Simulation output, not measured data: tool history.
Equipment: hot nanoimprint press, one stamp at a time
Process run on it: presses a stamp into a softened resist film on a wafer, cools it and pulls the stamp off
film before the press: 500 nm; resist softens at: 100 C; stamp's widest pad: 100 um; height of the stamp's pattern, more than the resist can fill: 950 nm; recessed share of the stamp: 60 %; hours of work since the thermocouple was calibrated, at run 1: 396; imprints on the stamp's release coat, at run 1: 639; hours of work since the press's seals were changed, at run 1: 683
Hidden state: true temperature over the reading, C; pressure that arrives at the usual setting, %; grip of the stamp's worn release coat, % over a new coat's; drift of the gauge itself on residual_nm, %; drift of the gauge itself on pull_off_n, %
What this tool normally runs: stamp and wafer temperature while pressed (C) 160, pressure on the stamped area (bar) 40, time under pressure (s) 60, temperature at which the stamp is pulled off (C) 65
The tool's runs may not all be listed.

run	hour	stamp and wafer temperature while pressed (C)	pressure on the stamped area (bar)	time under pressure (s)	temperature at which the stamp is pulled off (C)	hours of work since the thermocouple was calibrated	imprints on the stamp's release coat	hours of work since the press's seals were changed	resist left under the stamp's widest pad (Å)	greatest force while the stamp is pulled off (N)
1	0	160	40	60	65	396	639	683	2723	170
2	24.1	160	40	60	65	411	691	698	2767	170
3	68.3	160	40	60	60	439	785	726	2718	194
# hour 93: plate thermocouple calibrated
4	107.1	160	40	60	60	9	862	749	2657	188
5	146.3	160	40	60	60	34	946	774	2654	203
6	179.4	160	40	60	60	55	1017	795	2619	203
7	212.4	160	40	60	60	76	1088	816	2661	213
8	232.8	160	40	60	60	89	1132	829	2688	212
9	266	160	40	60	60	110	1203	851	2668	206

What will run 10 give?
10	284.8	169	42.8	54	69	122	1243	863	?	?

For run 10 the tool returned resist left under the stamp's widest pad (Å) 2056, greatest force while the stamp is pulled off (N) 168.
Take away the tool's hidden state, keep the run-to-run variation as it was, and the same run would have given resist left under the stamp's widest pad (Å) 1974, greatest force while the stamp is pulled off (N) 120.
